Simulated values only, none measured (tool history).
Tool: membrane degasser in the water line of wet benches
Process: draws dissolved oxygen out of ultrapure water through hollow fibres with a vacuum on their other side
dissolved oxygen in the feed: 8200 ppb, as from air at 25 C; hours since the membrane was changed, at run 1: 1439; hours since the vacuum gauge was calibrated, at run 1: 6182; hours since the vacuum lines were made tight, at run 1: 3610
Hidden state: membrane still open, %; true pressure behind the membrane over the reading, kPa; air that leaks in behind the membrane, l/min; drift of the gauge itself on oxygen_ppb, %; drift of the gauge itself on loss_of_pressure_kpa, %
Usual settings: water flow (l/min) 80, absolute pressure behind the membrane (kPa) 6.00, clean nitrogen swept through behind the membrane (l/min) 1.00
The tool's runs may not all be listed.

run	hour	water flow (l/min)	absolute pressure behind the membrane (kPa)	clean nitrogen swept through behind the membrane (l/min)	hours since the membrane was changed	hours since the vacuum gauge was calibrated	hours since the vacuum lines were made tight	dissolved oxygen in the water behind the degasser (ppb)	pressure that the water loses in the fibres (kPa)
1	0.0	80	6.00	1.00	1439	6182	3610	683.9	46.92
2	94.0	80	6.00	0.93	1533	6276	3704	684.2	46.74
3	231.1	80	6.00	0.93	1670	6413	3842	683.7	46.45
4	372.2	52	6.00	0.93	1811	6555	3983	366.3	30.27
5	477.8	55	6.00	1.00	1917	6660	4088	370.0	32.32
6	642.6	55	6.00	1.00	2082	6825	4253	377.8	32.32
7	742.1	55	6.00	1.00	2181	6924	4353	379.0	32.07
8	816.0	55	6.00	1.00	2255	6998	4426	378.1	32.34
9	935.2	55	6.00	1.00	2374	7118	4546	380.1	32.06
10	1042.6	55	6.00	1.00	2482	7225	4653	382.2	31.97
11	1142.2	55	6.00	1.00	2581	7325	4753	378.8	32.31
12	1237.9	55	6.00	1.00	2677	7420	4848	381.2	32.07
13	1367.5	80	6.00	1.00	2807	7550	4978	674.2	46.69
14	1453.8	80	6.00	1.00	2893	7636	5064	666.5	46.52
15	1534.2	80	6.00	1.00	2973	7717	5145	668.8	46.68
16	1607.6	80	6.00	1.00	3047	7790	5218	666.6	46.66
17	1752.7	88	6.00	1.00	3192	7935	5363	783.7	50.80
18	1852.6	72	8.80	1.09	3292	8035	5463	818.8	41.93
# hour 1886.9: seals of the vacuum lines changed
19	1974.0	105	7.20	1.88	3411	8154	87	970.9	61.38

Run 20 comes next. What will it give?
20	2142.7	115	9.61	0.49	3580	8323	256	?	?

{"run 20": {"dissolved oxygen in the water behind the degasser (ppb)": 1990.8, "pressure that the water loses in the fibres (kPa)": 66.67}}
Without the tool's hidden state the same run would have given dissolved oxygen in the water behind the degasser (ppb) 1989.8, pressure that the water loses in the fibres (kPa) 66.66.

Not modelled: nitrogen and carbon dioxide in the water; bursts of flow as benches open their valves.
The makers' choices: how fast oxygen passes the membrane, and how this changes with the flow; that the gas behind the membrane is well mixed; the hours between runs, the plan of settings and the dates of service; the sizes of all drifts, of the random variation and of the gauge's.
